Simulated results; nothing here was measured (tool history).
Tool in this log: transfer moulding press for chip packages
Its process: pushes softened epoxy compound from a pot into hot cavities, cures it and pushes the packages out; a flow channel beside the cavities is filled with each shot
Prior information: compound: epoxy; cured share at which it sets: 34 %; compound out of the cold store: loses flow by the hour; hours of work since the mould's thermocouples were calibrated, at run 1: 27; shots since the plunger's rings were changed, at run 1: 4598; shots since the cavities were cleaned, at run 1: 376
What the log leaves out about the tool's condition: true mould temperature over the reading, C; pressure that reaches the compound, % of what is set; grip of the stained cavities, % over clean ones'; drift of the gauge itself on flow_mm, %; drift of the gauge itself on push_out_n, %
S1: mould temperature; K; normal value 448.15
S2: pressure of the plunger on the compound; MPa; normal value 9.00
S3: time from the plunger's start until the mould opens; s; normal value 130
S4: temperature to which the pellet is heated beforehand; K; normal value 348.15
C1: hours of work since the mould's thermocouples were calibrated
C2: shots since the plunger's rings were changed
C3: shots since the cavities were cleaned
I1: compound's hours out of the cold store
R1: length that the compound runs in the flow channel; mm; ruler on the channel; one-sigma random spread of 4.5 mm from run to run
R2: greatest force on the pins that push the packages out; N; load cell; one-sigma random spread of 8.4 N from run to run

Run 1, hour 0.0: usual settings; C1 27; C2 4598; C3 376; I1 21.2. Result: R1 548 mm, R2 497 N.
Run 2, hour 6.6: usual settings; C1 31; C2 4658; C3 436; I1 30.4. Result: R1 508 mm, R2 525 N.
Run 3, hour 11.8: usual settings but S2 8.13 MPa; C1 34; C2 4705; C3 483; I1 47.9. Result: R1 438 mm, R2 527 N.
Run 4, hour 21.8: usual settings but S2 9.70 MPa; C1 41; C2 4795; C3 573; I1 12.5. Result: R1 598 mm, R2 538 N.
Run 5, hour 27.7: usual settings; C1 45; C2 4849; C3 627; I1 35.4. Result: R1 499 mm, R2 561 N.
Run 6, hour 36.1: usual settings; C1 50; C2 4925; C3 703; I1 18.8. Result: R1 545 mm, R2 578 N.
At hour 39.6: cavities cleaned with cleaning compound and waxed.
Run 7, hour 44.8: usual settings; C1 55; C2 4990; C3 48; I1 37.8. Result: R1 488 mm, R2 383 N.
Run 8, hour 50.9: usual settings but S4 352.15 K; C1 59; C2 5045; C3 103; I1 15.3. Result: R1 563 mm, R2 433 N.
Run 9, hour 60.4: usual settings but S4 352.15 K; C1 65; C2 5131; C3 189; I1 28.0. Result: R1 518 mm, R2 453 N.
Run 10, hour 65.8: usual settings but S4 352.15 K; C1 68; C2 5180; C3 238; I1 17.0. Result: R1 548 mm, R2 493 N.
Run 11, hour 73.5: usual settings but S4 352.15 K; C1 73; C2 5250; C3 308; I1 39.2. Result: R1 479 mm, R2 478 N.
Run 12, hour 78.8: usual settings but S1 454.15 K; C1 77; C2 5297; C3 355; I1 38.4. Result: R1 475 mm, R2 481 N.
Run 13, hour 87.3: usual settings but S1 451.15 K, S2 7.14 MPa, S3 167 s, S4 353.15 K; C1 82; C2 5375; C3 433; I1 39.3. Result: R1 418 mm, R2 490 N.
Run 14, hour 98.6: usual settings but S1 449.15 K, S2 9.78 MPa, S3 123 s, S4 354.15 K; C1 89; C2 5477; C3 535; I1 30.7. Result: R1 518 mm, R2 503 N.
Run 15, hour 105.7: usual settings but S1 449.15 K, S2 9.78 MPa, S3 123 s, S4 354.15 K; C1 94; C2 5540; C3 598; I1 38.7. Result: R1 505 mm, R2 568 N.
Run 16, hour 115.9: usual settings but S1 449.15 K, S2 9.78 MPa, S3 123 s, S4 354.15 K; C1 101; C2 5633; C3 691; I1 37.0. Result: R1 508 mm, R2 561 N.
At hour 120.5: cavities cleaned with cleaning compound and waxed.
Run 17, hour 124.0: usual settings but S1 449.15 K, S2 9.78 MPa, S3 123 s, S4 354.15 K; C1 105; C2 5693; C3 32; I1 46.5. Result: R1 482 mm, R2 389 N.
Run 18, hour 132.5: usual settings but S1 455.15 K, S2 6.87 MPa, S3 119 s, S4 353.15 K; C1 110; C2 5769; C3 108; I1 44.1. Result: R1 392 mm, R2 389 N.
Run 19, hour 142.3: usual settings but S1 453.15 K, S2 7.40 MPa, S3 159 s, S4 353.15 K; C1 117; C2 5859; C3 198; I1 21.8. Result: R1 471 mm, R2 429 N.
Run 20, hour 148.4: usual settings but S1 453.15 K, S2 9.70 MPa, S3 160 s, S4 352.15 K; C1 121; C2 5913; C3 252; I1 9.9. Result: R1 574 mm, R2 435 N.
Run 21, hour 159.1: usual settings; C1 128; C2 6011; C3 350; I1 33.2. Result: R1 494 mm, R2 498 N.
Run 22, hour 171.2: usual settings but S1 442.15 K, S4 343.15 K; C1 135; C2 6120; C3 459; I1 28.4. Result: R1 517 mm, R2 668 N.

Hidden state at the last listed run before each entry between runs and at the first one after, where it differs:
Run 6 -> run 7: cavities cleaned with cleaning compound and waxed (hour 39.6)
  pressure that reaches the compound, % of what is set: 87.75 -> 87.6; grip of the stained cavities, % over clean ones': 51.8 -> 10.2
  measured result minus the result with no hidden state, R1: -36 -> -32 mm; R2: +201 -> +39 N
Run 16 -> run 17: cavities cleaned with cleaning compound and waxed (hour 120.5)
  pressure that reaches the compound, % of what is set: 85.98 -> 85.83; grip of the stained cavities, % over clean ones': 53.4 -> 6.5
  measured result minus the result with no hidden state, R1: -39 -> -37 mm; R2: +199 -> +28 N
